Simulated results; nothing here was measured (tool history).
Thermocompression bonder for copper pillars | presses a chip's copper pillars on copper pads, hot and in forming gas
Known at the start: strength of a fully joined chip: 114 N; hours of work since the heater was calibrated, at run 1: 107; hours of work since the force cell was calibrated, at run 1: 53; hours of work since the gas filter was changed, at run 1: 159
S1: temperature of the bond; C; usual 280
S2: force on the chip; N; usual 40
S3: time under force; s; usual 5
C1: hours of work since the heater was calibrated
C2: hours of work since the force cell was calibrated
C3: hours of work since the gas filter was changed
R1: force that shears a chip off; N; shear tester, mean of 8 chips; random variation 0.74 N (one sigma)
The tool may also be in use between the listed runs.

run	hour	S1	S2	S3	C1	C2	C3	R1
1	0	280	40	5	107	53	159	77.8
2	59.3	280	40	5	152	99	205	76.5
# hour 73: forming gas filter changed
3	106.5	280	40	5	188	135	26	81.1
4	147.3	280	40	5	220	166	57	81.6
5	206	280	40	5	265	211	102	78.5
6	268.5	280	40	5	313	260	151	78.6
7	302.3	280	40	5	339	286	177	75.9
# hour 355.4: forming gas filter changed
8	358.5	280	40	3	382	329	2	73.4
9	433.5	280	40	11	440	386	60	95.1
10	499	280	40	11	490	437	111	92.4
11	556.1	280	42	5	534	481	155	81.6
12	599.6	280	42	5	568	514	188	80
# hour 639.2: forming gas filter changed
13	662	280	42	5	616	562	18	85.1
14	717.9	280	40	5	659	605	61	81.3
# hour 726.4: force cell calibrated
15	752.8	280	40	5	684	20	86	79.3
16	805.7	280	40	5	725	61	127	80
17	856.1	280	40	5	764	100	166	77.2
18	890.5	280	40	5	790	126	192	76.5
# hour 926.2: forming gas filter changed
19	951.8	280	40	9	837	173	20	92.4
# hour 983.8: force cell calibrated, once more
20	1017.2	280	40	9	886	26	69	92
21	1051.3	280	34	4	913	52	95	68.1
22	1117.1	280	40	4	963	103	146	75.8
23	1183	288	41	3	1014	153	197	75
# hour 1209: forming gas filter changed
24	1240	286	41	3	1058	197	24	79.4
# hour 1263.9: heater calibrated with a thermocouple chip
25	1304.2	301	32	10	31	245	72	92.6
26	1357.2	306	27	7	72	286	113	74.8
27	1417.6	262	40	11	118	332	159	78.9
# hour 1494.7: forming gas filter changed
28	1499.8	260	46	14	181	395	4	93.7
29	1562.9	260	46	9	230	444	52	86.3
30	1621.2	276	54	4	275	489	97	88.4
31	1660.6	276	54	4	305	519	128	88.4
32	1700.8	280	40	12	336	550	159	91.1
33	1755.7	288	40	5	378	592	201	78.1
# hour 1774.5: forming gas filter changed
34	1831.1	288	51	6	436	650	44	99.3
35	1884.3	259	51	3	477	691	85	68.8
36	1943	259	51	3	522	736	130	68.5
37	2009.4	259	27	6	573	787	181	43.5
# hour 2059.5: forming gas filter changed
38	2082.7	259	27	6	629	843	18	45.9
39	2142.5	274	27	5	676	889	64	50.8
40	2205.5	274	32	5	724	938	112	60

Some steps in R1 between neighbouring runs. How much of each would the tool show without its hidden state too (settings, what came in, random variation), and how much is left for the hidden state, with any gauge scatter that isn't in both results?
The hidden state here: true temperature of the bond over the reading, C; force that reaches the chip, % of what is set; oxide that the forming gas leaves, % of the face; drift of the gauge itself on shear_n, %.
Run 2 -> 3: forming gas filter changed. R1 +4.6 N: hidden state +6.2, all else -1.6.
Run 12 -> 13: forming gas filter changed. R1 +5.1 N: hidden state +5.2, all else -0.1.
Run 20 -> 21: S2 40 -> 34, S3 9 -> 4. R1 -23.9 N: hidden state +0.6, all else -24.5.
Run 24 -> 25: S1 286 -> 301, S2 41 -> 32, S3 3 -> 10, heater calibrated with a thermocouple chip. R1 +13.2 N: hidden state -6.7, all else +19.9.
Run 34 -> 35: S1 288 -> 259, S3 6 -> 3. R1 -30.5 N: hidden state -0.9, all else -29.6.
Run 36 -> 37: S2 51 -> 27, S3 3 -> 6. R1 -25 N: hidden state +0.5, all else -25.5.

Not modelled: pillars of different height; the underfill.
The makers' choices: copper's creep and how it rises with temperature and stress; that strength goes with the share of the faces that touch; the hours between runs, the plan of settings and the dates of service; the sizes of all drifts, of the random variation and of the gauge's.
